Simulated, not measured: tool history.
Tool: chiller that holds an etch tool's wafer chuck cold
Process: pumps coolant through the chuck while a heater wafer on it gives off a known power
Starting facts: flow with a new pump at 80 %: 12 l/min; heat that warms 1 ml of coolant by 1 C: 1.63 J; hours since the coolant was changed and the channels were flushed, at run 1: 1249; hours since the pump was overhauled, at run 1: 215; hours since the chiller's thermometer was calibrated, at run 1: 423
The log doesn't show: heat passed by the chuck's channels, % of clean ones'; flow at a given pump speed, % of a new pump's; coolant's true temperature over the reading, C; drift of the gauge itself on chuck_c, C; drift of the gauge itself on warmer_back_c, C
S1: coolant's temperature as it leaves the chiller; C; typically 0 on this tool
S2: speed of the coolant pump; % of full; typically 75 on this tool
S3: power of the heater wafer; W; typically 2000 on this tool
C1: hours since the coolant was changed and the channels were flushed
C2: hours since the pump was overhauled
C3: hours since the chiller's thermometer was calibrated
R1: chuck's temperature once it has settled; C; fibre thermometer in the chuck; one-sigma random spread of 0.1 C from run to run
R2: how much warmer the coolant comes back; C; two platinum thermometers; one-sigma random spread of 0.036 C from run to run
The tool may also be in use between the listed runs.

{"run": 1, "hour": 0.0, "S1": 0, "S2": 75, "S3": 2000, "C1": 1249, "C2": 215, "C3": 423, "R1": 16.3, "R2": 6.56}
{"run": 2, "hour": 19.8, "S1": 0, "S2": 81, "S3": 2000, "C1": 1269, "C2": 234, "C3": 443, "R1": 15.4, "R2": 6.06}
{"run": 3, "hour": 45.1, "S1": 0, "S2": 81, "S3": 2000, "C1": 1294, "C2": 260, "C3": 468, "R1": 15.3, "R2": 6.06}
{"run": 4, "hour": 63.2, "S1": 4, "S2": 75, "S3": 2000, "C1": 1312, "C2": 278, "C3": 486, "R1": 20.3, "R2": 6.5}
{"run": 5, "hour": 97.4, "S1": 4, "S2": 75, "S3": 2000, "C1": 1347, "C2": 312, "C3": 521, "R1": 20.2, "R2": 6.53}
{"run": 6, "hour": 117.6, "S1": 4, "S2": 75, "S3": 2000, "C1": 1367, "C2": 332, "C3": 541, "R1": 20.4, "R2": 6.48}
{"run": 7, "hour": 143.1, "S1": 4, "S2": 75, "S3": 2000, "C1": 1392, "C2": 358, "C3": 566, "R1": 20.4, "R2": 6.5}
{"run": 8, "hour": 165.3, "S1": 4, "S2": 75, "S3": 2000, "C1": 1414, "C2": 380, "C3": 589, "R1": 20.4, "R2": 6.49}
{"run": 9, "hour": 203.9, "S1": 4, "S2": 75, "S3": 2000, "C1": 1453, "C2": 419, "C3": 627, "R1": 20.3, "R2": 6.48}
{"run": 10, "hour": 238.3, "S1": 0, "S2": 75, "S3": 2000, "C1": 1487, "C2": 453, "C3": 661, "R1": 16.4, "R2": 6.45}
{"run": 11, "hour": 273.7, "S1": 0, "S2": 75, "S3": 2000, "C1": 1523, "C2": 488, "C3": 697, "R1": 16.3, "R2": 6.5}
{"run": 12, "hour": 311.4, "S1": 0, "S2": 75, "S3": 2000, "C1": 1561, "C2": 526, "C3": 735, "R1": 16, "R2": 6.48}
{"run": 13, "hour": 349.9, "S1": -8, "S2": 75, "S3": 2000, "C1": 1599, "C2": 565, "C3": 773, "R1": 8.4, "R2": 6.47}
{"run": 14, "hour": 389.7, "S1": -8, "S2": 75, "S3": 2000, "C1": 1639, "C2": 604, "C3": 813, "R1": 8.3, "R2": 6.39}
{"run": 15, "hour": 430.5, "S1": -8, "S2": 75, "S3": 2000, "C1": 1680, "C2": 645, "C3": 854, "R1": 8.2, "R2": 6.43}
{"run": 16, "hour": 449.8, "S1": -8, "S2": 75, "S3": 2000, "C1": 1699, "C2": 664, "C3": 873, "R1": 8.3, "R2": 6.46}
{"run": 17, "hour": 479.3, "S1": -8, "S2": 75, "S3": 2000, "C1": 1729, "C2": 694, "C3": 903, "R1": 8.3, "R2": 6.46}
{"run": 18, "hour": 516.0, "S1": -8, "S2": 75, "S3": 2000, "C1": 1765, "C2": 731, "C3": 939, "R1": 8.4, "R2": 6.38}
{"run": 19, "hour": 552.7, "S1": 0, "S2": 89, "S3": 1949, "C1": 1802, "C2": 767, "C3": 976, "R1": 13.8, "R2": 5.2}
{"run": 20, "hour": 576.3, "S1": 0, "S2": 89, "S3": 1949, "C1": 1826, "C2": 791, "C3": 1000, "R1": 13.9, "R2": 5.11}
{"run": 21, "hour": 609.6, "S1": 0, "S2": 89, "S3": 1949, "C1": 1859, "C2": 824, "C3": 1033, "R1": 13.9, "R2": 5.13}
{"run": 22, "hour": 644.2, "S1": -6, "S2": 92, "S3": 2297, "C1": 1893, "C2": 859, "C3": 1067, "R1": 9.8, "R2": 5.84}
{"run": 23, "hour": 679.3, "S1": 3, "S2": 75, "S3": 2008, "C1": 1929, "C2": 894, "C3": 1103, "R1": 19.5, "R2": 6.42}
{"run": 24, "hour": 696.1, "S1": 0, "S2": 85, "S3": 1101, "C1": 1945, "C2": 911, "C3": 1119, "R1": 8, "R2": 2.93}
{"run": 25, "hour": 715.1, "S1": 0, "S2": 85, "S3": 1101, "C1": 1964, "C2": 930, "C3": 1138, "R1": 8.1, "R2": 2.93}
{"run": 26, "hour": 756.4, "S1": 1, "S2": 85, "S3": 2198, "C1": 2006, "C2": 971, "C3": 1180, "R1": 17.1, "R2": 6.05}
{"run": 27, "hour": 793.8, "S1": -9, "S2": 95, "S3": 1980, "C1": 2043, "C2": 1008, "C3": 1217, "R1": 4.6, "R2": 4.78}
{"run": 28, "hour": 824.3, "S1": 1, "S2": 95, "S3": 1993, "C1": 2074, "C2": 1039, "C3": 1248, "R1": 14.1, "R2": 4.74}
{"run": 29, "hour": 860.3, "S1": 7, "S2": 94, "S3": 2114, "C1": 2109, "C2": 1075, "C3": 1284, "R1": 21.5, "R2": 5.11}
{"run": 30, "hour": 890.7, "S1": 7, "S2": 94, "S3": 2114, "C1": 2140, "C2": 1105, "C3": 1314, "R1": 21.4, "R2": 5.17}
{"hour": 905.2, "done": "gauge calibrated"}
{"run": 31, "hour": 913.2, "S1": 4, "S2": 94, "S3": 2163, "C1": 2162, "C2": 1128, "C3": 1336, "R1": 18.7, "R2": 5.55}

What if the next run were any one of these 3? Each begins from the tool's condition after run 31:
{"run": "A", "hour": 949.9, "S1": 0, "S2": 64, "S3": 1491, "C1": 2199, "C2": 1165, "C3": 1373, "R1": "?", "R2": "?"}
{"run": "B", "hour": 949.9, "S1": 8, "S2": 94, "S3": 2393, "C1": 2199, "C2": 1165, "C3": 1373, "R1": "?", "R2": "?"}
{"run": "C", "hour": 949.9, "S1": 9, "S2": 65, "S3": 2124, "C1": 2199, "C2": 1165, "C3": 1373, "R1": "?", "R2": "?"}

run=A R1=13.8 R2=5.78
run=B R1=24.1 R2=6.14
run=C R1=28.4 R2=8.04
Without the tool's hidden state the same runs would have given:
run=A R1=13.8 R2=5.79
run=B R1=24.1 R2=6.15
run=C R1=28.3 R2=8.05
